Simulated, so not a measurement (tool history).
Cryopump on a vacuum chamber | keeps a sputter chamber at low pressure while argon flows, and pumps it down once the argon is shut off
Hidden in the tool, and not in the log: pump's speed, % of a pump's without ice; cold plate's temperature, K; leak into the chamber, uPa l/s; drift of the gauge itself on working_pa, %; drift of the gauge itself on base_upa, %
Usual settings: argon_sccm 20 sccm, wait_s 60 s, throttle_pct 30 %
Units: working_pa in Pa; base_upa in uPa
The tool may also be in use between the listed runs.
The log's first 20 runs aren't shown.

run     day  argon_sccm  wait_s  throttle_pct  hours of work since the pump was warmed up and emptied  hours of work since the cold head was overhauled  hours of work since the chamber's fittings were tightened  working_pa  base_upa
 21  48.425           9      72            25                                                     927                                              2004                                                        274      0.0645      2.75
 22   51.15           8      60            22                                                     965                                              2042                                                        312      0.0657      3.23
     54.879  -- pump warmed up, emptied and cooled again
 23  55.196           9      61            31                                                       4                                              2095                                                        365      0.0503      3.05
 24  58.562          16      86            20                                                      51                                              2142                                                        412      0.1355      2.79
 25  60.971          31     144            20                                                      85                                              2176                                                        446       0.263       2.5
 26  63.308          31     144            20                                                     118                                              2208                                                        478      0.2647       2.6
 27  67.371          20      60            51                                                     174                                              2265                                                        535      0.0687      3.65
 28  70.888          20      60            24                                                     223                                              2314                                                        584      0.1415      3.95
 29  73.938          20      49            46                                                     266                                              2357                                                        627      0.0757      4.41
 30  76.988          18      66            19                                                     308                                              2399                                                        669      0.1626      4.14
 31  80.129          19      41            49                                                     352                                              2443                                                        713      0.0686      5.33
 32  83.062          14      41            60                                                     393                                              2484                                                        754      0.0428      5.38
 33  84.846          20      51            17                                                     418                                              2509                                                        779      0.2027      5.01

3 ways to go on from here, each from the tool as it stands after run 33. What would each give?
  A  88.667          20     237            30                                                     471                                              2562                                                        832           ?         ?
  B  88.667          13      46            17                                                     471                                              2562                                                        832           ?         ?
  C  88.667          20     151            30                                                     471                                              2562                                                        832           ?         ?

run  working_pa  base_upa
  A       0.116      3.74
  B      0.1322      5.44
  C      0.1168      4.08
Without the tool's hidden state the same runs would have given:
run  working_pa  base_upa
  A      0.1117      0.65
  B      0.1294      2.33
  C      0.1124      0.93

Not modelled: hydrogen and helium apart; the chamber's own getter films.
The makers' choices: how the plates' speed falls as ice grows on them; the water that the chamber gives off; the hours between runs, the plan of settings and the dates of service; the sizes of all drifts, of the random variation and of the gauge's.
